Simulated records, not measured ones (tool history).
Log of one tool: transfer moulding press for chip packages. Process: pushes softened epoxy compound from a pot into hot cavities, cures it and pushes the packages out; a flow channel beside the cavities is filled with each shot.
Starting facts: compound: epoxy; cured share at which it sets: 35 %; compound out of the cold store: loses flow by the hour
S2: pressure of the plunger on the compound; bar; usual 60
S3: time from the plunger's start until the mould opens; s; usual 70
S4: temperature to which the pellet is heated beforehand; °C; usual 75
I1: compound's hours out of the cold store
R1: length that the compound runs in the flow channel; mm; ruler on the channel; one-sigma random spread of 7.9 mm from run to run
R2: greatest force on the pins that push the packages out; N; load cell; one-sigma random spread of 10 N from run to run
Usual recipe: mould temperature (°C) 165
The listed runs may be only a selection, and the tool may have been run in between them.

Run 1, hour 0: usual settings; I1 19.8. Result: R1 909 mm, R2 516 N.
Run 2, hour 31.2: usual settings; I1 18.6. Result: R1 910 mm, R2 777 N.
At hour 45.3: cavities cleaned with cleaning compound and waxed.
Run 3, hour 55.3: usual settings but mould temperature (°C) 159; I1 42.3. Result: R1 824 mm, R2 1314 N.
Run 4, hour 87: usual settings but mould temperature (°C) 159; I1 27.6. Result: R1 872 mm, R2 1491 N.
At hour 94.6: cavities cleaned with cleaning compound and waxed.
Run 5, hour 117.6: usual settings but mould temperature (°C) 159; I1 44.8. Result: R1 791 mm, R2 949 N.
At hour 141: cavities cleaned with cleaning compound and waxed.
Run 6, hour 152.8: usual settings but S4 67 °C; I1 43.3. Result: R1 785 mm, R2 568 N.
At hour 187.6: cavities cleaned with cleaning compound and waxed.
Run 7, hour 196.4: usual settings but S4 67 °C; I1 31.4. Result: R1 804 mm, R2 567 N.
At hour 234: cavities cleaned with cleaning compound and waxed.
Run 8, hour 238.2: usual settings but S4 67 °C; I1 12.6. Result: R1 894 mm, R2 546 N.
At hour 263.2: cavities cleaned with cleaning compound and waxed, once more.
Run 9, hour 268.7: usual settings but S3 88 s; I1 26.2. Result: R1 834 mm, R2 300 N.
Run 10, hour 301.1: usual settings but S3 88 s; I1 16. Result: R1 848 mm, R2 449 N.
At hour 309.4: cavities cleaned with cleaning compound and waxed.
Run 11, hour 320.2: usual settings but S2 64.3 bar; I1 29.1. Result: R1 815 mm, R2 570 N.
At hour 335.9: plunger's sealing rings changed.
Run 12, hour 355: usual settings but S2 64.3 bar, S3 52 s; I1 16. Result: R1 956 mm, R2 1689 N.
At hour 360.4: cavities cleaned with cleaning compound and waxed.
Run 13, hour 382.9: usual settings but S2 46.8 bar, S3 56 s; I1 13.7. Result: R1 824 mm, R2 1225 N.
At hour 406.1: cavities cleaned with cleaning compound and waxed.
Run 14, hour 427: usual settings but S2 46.8 bar, S3 56 s; I1 36.8. Result: R1 724 mm, R2 1093 N.
At hour 452.7: cavities cleaned with cleaning compound and waxed.
Run 15, hour 453.1: usual settings but mould temperature (°C) 162, S2 54.9 bar, S3 56 s, S4 68 °C; I1 32.5. Result: R1 797 mm, R2 956 N.
Run 16, hour 477.1: usual settings but mould temperature (°C) 162, S2 54.9 bar, S3 56 s, S4 68 °C; I1 16. Result: R1 874 mm, R2 1445 N.
At hour 488.8: mould's thermocouples calibrated.
At hour 500.5: cavities cleaned with cleaning compound and waxed.
Run 17, hour 515.8: usual settings but S2 52.9 bar, S3 81 s, S4 79 °C; I1 16.7. Result: R1 835 mm, R2 421 N.
Run 18, hour 541: usual settings but S2 52.9 bar, S3 81 s, S4 80 °C; I1 42.7. Result: R1 724 mm, R2 503 N.
At hour 549: cavities cleaned with cleaning compound and waxed.
Run 19, hour 563.2: usual settings but S4 78 °C; I1 27.2. Result: R1 825 mm, R2 610 N.
Run 20, hour 584.7: usual settings but S4 78 °C; I1 21. Result: R1 855 mm, R2 777 N.
At hour 597.8: cavities cleaned with cleaning compound and waxed.
Run 21, hour 627.2: usual settings but mould temperature (°C) 168, S3 90 s; I1 29. Result: R1 800 mm, R2 365 N.
At hour 646.2: cavities cleaned with cleaning compound and waxed.
Run 22, hour 660.6: usual settings but S2 59.8 bar, S3 53 s, S4 70 °C; I1 31.8. Result: R1 784 mm, R2 1223 N.
At hour 693.7: cavities cleaned with cleaning compound and waxed.
Run 23, hour 694.9: usual settings but mould temperature (°C) 162, S2 59.8 bar, S3 74 s, S4 67 °C; I1 35.1. Result: R1 774 mm, R2 532 N.
At hour 711: plunger's sealing rings changed.
Run 24, hour 718.3: usual settings but mould temperature (°C) 162, S2 59.8 bar, S3 74 s, S4 67 °C; I1 9.2. Result: R1 990 mm, R2 812 N.

What if the next run were any one of these 5? Each begins from the tool's condition after run 24:
Run A, hour 737.8: usual settings but mould temperature (°C) 167, S2 74.3 bar, S3 74 s, S4 67 °C; I1 31.1. Result: R1 ?, R2 ?.
Run B, hour 737.8: usual settings but mould temperature (°C) 162, S2 48.3 bar, S3 74 s, S4 72 °C; I1 37.9. Result: R1 ?, R2 ?.
Run C, hour 737.8: usual settings but mould temperature (°C) 162, S2 59.8 bar, S3 74 s, S4 71 °C; I1 15.2. Result: R1 ?, R2 ?.
Run D, hour 737.8: usual settings but mould temperature (°C) 172; I1 37.7. Result: R1 ?, R2 ?.
Run E, hour 737.8: usual settings but mould temperature (°C) 158, S2 63.4 bar, S3 63 s; I1 25.9. Result: R1 ?, R2 ?.

run   R1    R2
  A  953   603
  B  754   880
  C  949   971
  D  813   465
  E  936  1531
Stripped of hidden state, with their random variation kept, the same runs would have yielded:
run   R1   R2
  A  961  347
  B  760  506
  C  957  557
  D  820  265
  E  944  874
